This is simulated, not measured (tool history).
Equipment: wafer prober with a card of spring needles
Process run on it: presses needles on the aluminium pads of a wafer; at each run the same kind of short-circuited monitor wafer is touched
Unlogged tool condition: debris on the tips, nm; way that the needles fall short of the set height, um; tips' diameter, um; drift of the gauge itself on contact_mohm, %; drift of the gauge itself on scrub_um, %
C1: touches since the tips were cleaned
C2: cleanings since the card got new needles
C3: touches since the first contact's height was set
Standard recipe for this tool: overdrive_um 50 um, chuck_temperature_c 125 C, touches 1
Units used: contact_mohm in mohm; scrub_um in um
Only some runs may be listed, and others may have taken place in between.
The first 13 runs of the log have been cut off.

-- hour=93.1 tips cleaned on abrasive film
run 14 hour=98.6 | overdrive_um=53 chuck_temperature_c=125 touches=1 | C1=3316 C2=9 C3=84255 | contact_mohm=197 scrub_um=8.58
-- hour=108.0 tips cleaned on abrasive film
run 15 hour=109.1 | overdrive_um=53 chuck_temperature_c=125 touches=1 | C1=660 C2=10 C3=90538 | contact_mohm=149 scrub_um=8.52
run 16 hour=117.3 | overdrive_um=54 chuck_temperature_c=125 touches=1 | C1=5576 C2=10 C3=95454 | contact_mohm=216 scrub_um=8.71
-- hour=123.5 tips cleaned on abrasive film
run 17 hour=125.5 | overdrive_um=54 chuck_temperature_c=125 touches=1 | C1=1206 C2=11 C3=100334 | contact_mohm=161 scrub_um=8.69
run 18 hour=136.3 | overdrive_um=63 chuck_temperature_c=31 touches=1 | C1=7720 C2=11 C3=106848 | contact_mohm=207 scrub_um=10.15
-- hour=139.0 tips cleaned on abrasive film
run 19 hour=146.2 | overdrive_um=35 chuck_temperature_c=99 touches=1 | C1=4325 C2=12 C3=112784 | contact_mohm=319 scrub_um=5.55
-- hour=153.9 tips cleaned on abrasive film
run 20 hour=154.5 | overdrive_um=50 chuck_temperature_c=91 touches=2 | C1=323 C2=13 C3=117693 | contact_mohm=130 scrub_um=8.02
run 21 hour=161.4 | overdrive_um=67 chuck_temperature_c=49 touches=2 | C1=4496 C2=13 C3=121866 | contact_mohm=151 scrub_um=10.80
run 22 hour=167.5 | overdrive_um=66 chuck_temperature_c=125 touches=1 | C1=8194 C2=13 C3=125564 | contact_mohm=205 scrub_um=10.63
-- hour=169.2 tips cleaned on abrasive film
run 23 hour=179.1 | overdrive_um=62 chuck_temperature_c=81 touches=1 | C1=5925 C2=14 C3=132454 | contact_mohm=199 scrub_um=9.93
-- hour=184.4 tips cleaned on abrasive film
run 24 hour=188.1 | overdrive_um=62 chuck_temperature_c=81 touches=1 | C1=2227 C2=15 C3=137847 | contact_mohm=165 scrub_um=9.97
run 25 hour=196.0 | overdrive_um=44 chuck_temperature_c=50 touches=2 | C1=7006 C2=15 C3=142626 | contact_mohm=225 scrub_um=7.00
-- hour=199.6 tips cleaned on abrasive film
run 26 hour=207.5 | overdrive_um=67 chuck_temperature_c=29 touches=1 | C1=4776 C2=16 C3=149478 | contact_mohm=174 scrub_um=10.74
-- hour=214.3 tips cleaned on abrasive film
run 27 hour=214.6 | overdrive_um=67 chuck_temperature_c=29 touches=1 | C1=175 C2=17 C3=153680 | contact_mohm=114 scrub_um=10.75
run 28 hour=225.6 | overdrive_um=67 chuck_temperature_c=29 touches=1 | C1=6848 C2=17 C3=160353 | contact_mohm=192 scrub_um=10.74
-- hour=228.9 tips cleaned on abrasive film
run 29 hour=235.4 | overdrive_um=31 chuck_temperature_c=70 touches=3 | C1=3899 C2=18 C3=166169 | contact_mohm=219 scrub_um=4.82
run 30 hour=241.5 | overdrive_um=39 chuck_temperature_c=125 touches=1 | C1=7548 C2=18 C3=169818 | contact_mohm=339 scrub_um=6.13
-- hour=243.6 tips cleaned on abrasive film
run 31 hour=246.9 | overdrive_um=39 chuck_temperature_c=125 touches=1 | C1=1996 C2=19 C3=173020 | contact_mohm=232 scrub_um=6.14
run 32 hour=256.3 | overdrive_um=39 chuck_temperature_c=125 touches=1 | C1=7681 C2=19 C3=178705 | contact_mohm=350 scrub_um=6.12
-- hour=258.6 tips cleaned on abrasive film
run 33 hour=262.1 | overdrive_um=56 chuck_temperature_c=125 touches=1 | C1=2090 C2=20 C3=182145 | contact_mohm=176 scrub_um=8.89
run 34 hour=268.9 | overdrive_um=56 chuck_temperature_c=125 touches=1 | C1=6209 C2=20 C3=186264 | contact_mohm=221 scrub_um=8.90

What if the next run were any one of these 3? Each begins from the tool's condition after run 34:
-- hour=273.6 tips cleaned on abrasive film
run A hour=280.2 | overdrive_um=56 chuck_temperature_c=125 touches=2 | C1=3996 C2=21 C3=193015 | contact_mohm=? scrub_um=?
-- hour=273.6 tips cleaned on abrasive film
run B hour=280.2 | overdrive_um=50 chuck_temperature_c=125 touches=1 | C1=3996 C2=21 C3=193015 | contact_mohm=? scrub_um=?
-- hour=273.6 tips cleaned on abrasive film
run C hour=280.2 | overdrive_um=56 chuck_temperature_c=57 touches=1 | C1=3996 C2=21 C3=193015 | contact_mohm=? scrub_um=?

run=A contact_mohm=165 scrub_um=8.88
run=B contact_mohm=218 scrub_um=7.88
run=C contact_mohm=197 scrub_um=8.86
Stripped of hidden state, with their random variation kept, the same runs would have yielded:
run=A contact_mohm=118 scrub_um=9.19
run=B contact_mohm=122 scrub_um=8.18
run=C contact_mohm=109 scrub_um=9.17
